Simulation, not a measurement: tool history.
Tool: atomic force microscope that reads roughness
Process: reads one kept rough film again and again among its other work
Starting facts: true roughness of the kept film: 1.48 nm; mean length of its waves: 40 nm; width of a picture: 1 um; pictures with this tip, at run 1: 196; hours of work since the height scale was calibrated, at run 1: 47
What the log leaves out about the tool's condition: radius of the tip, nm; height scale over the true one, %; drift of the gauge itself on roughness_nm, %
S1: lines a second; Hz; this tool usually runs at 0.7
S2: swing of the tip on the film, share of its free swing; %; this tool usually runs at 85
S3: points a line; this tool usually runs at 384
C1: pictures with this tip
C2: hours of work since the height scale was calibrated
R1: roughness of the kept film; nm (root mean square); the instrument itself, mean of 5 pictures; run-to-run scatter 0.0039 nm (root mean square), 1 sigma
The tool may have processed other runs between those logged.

run     day     S1  S2    S3   C1   C2     R1
  1       0    0.7  85   384  196   47  1.369
  2   0.188  1.709  85   384  202   49   1.31
  3   0.396  1.709  85   384  209   52  1.312
  4   0.738    0.7  85   384  221   56  1.377
  5   1.004    0.7  85   384  230   59  1.371
  6   1.321    0.7  85   384  241   62  1.371
  7   1.621    0.7  85   384  251   66   1.37
  8   1.858    0.7  85   434  259   69  1.368
  9   2.271    0.7  85   434  273   73  1.365
      2.408  -- new tip fitted
 10   2.475    0.7  85   434    2   75   1.38
 11   2.888    0.7  85   434   16   80  1.372
 12   3.217    0.7  85   434   27   84  1.381
 13   3.558    0.7  85   434   39   88  1.371
 14   3.958  0.778  85   384   53   92  1.375
 15   4.129  0.778  85   384   58   94  1.374
 16   4.479  0.778  85   384   70   98  1.372
 17   4.867  1.772  85   384   83  103  1.307
 18   5.046    0.7  85   384   89  105  1.379
 19   5.333    0.7  85   384   99  108  1.373
 20     5.7    0.7  85   384  112  112  1.372
 21   5.996    0.7  85   384  121  116  1.375
 22   6.175    0.7  85   384  128  118  1.377
 23   6.496  3.561  85   384  139  122  1.213
 24     6.8    0.7  85   384  149  125   1.37
 25   6.975    0.7  85   384  155  127  1.371
 26   7.254    0.7  85   384  164  130  1.378
 27   7.471    0.7  56   384  172  133   1.41
 28    7.85    0.7  56   384  184  137  1.403
 29   8.162  1.628  56   316  195  141   1.39
 30    8.45  1.628  70   345  205  144  1.363
 31   8.792  3.666  85   373  216  148  1.205
 32       9  1.881  85   384  223  150  1.298
 33   9.221  1.881  85   384  231  153  1.303
 34   9.433    0.9  85   326  238  155  1.355
 35   9.717  1.056  71   326  248  158  1.379
 36  10.117  1.056  71  1003  261  163  1.392
 37  10.375  0.542  87   263  270  166  1.372
     10.617  -- new tip fitted
 38  10.646  0.636  62   294    1  169  1.406
 39  10.888  0.597  67   475    9  172  1.406
 40  11.212  2.285  73   272   20  175  1.336
 41  11.462  2.285  73   272   28  178  1.336
 42  11.779  0.745  75   532   39  182  1.393
 43  11.954    0.7  62   408   45  184  1.409
 44  12.133    0.7  64   727   51  186  1.412
 45  12.379  0.753  85   413   59  189  1.375
 46  12.717  0.753  61   425   71  193  1.412
 47  13.112  0.753  61   425   84  197  1.408
 48  13.396  1.367  85   801   94  200  1.338
 49    13.8    0.7  67   293  107  205  1.405
 50  13.967  1.456  60   603  113  207  1.401
 51  14.158  1.114  80   441  120  209  1.369
 52  14.325   1.29  80   441  125  211  1.362
 53  14.571    0.7  85   360  134  214  1.376

Below, each run's measurement less what the same run would have read without the hidden state. Both values contain the same run-to-run variation, but the gauge's scatter may not be the same in both:
run      R1
  1  -0.004
  2  -0.004
  3  -0.004
  4  -0.005
  5  -0.005
  6  -0.005
  7  -0.005
  8  -0.005
  9  -0.006
 10  -0.001
 11  -0.001
 12  -0.001
 13  -0.001
 14  -0.002
 15  -0.001
 16  -0.001
 17  -0.002
 18  -0.002
 19  -0.002
 20  -0.002
 21  -0.002
 22  -0.002
 23  -0.003
 24  -0.003
 25  -0.003
 26  -0.003
 27  -0.004
 28  -0.004
 29  -0.004
 30  -0.004
 31  -0.004
 32  -0.005
 33  -0.004
 34  -0.005
 35  -0.005
 36  -0.005
 37  -0.006
 38      +0
 39  -0.001
 40      +0
 41      +0
 42  -0.001
 43  -0.001
 44  -0.001
 45  -0.001
 46  -0.001
 47  -0.002
 48  -0.002
 49  -0.002
 50  -0.002
 51  -0.003
 52  -0.002
 53  -0.002
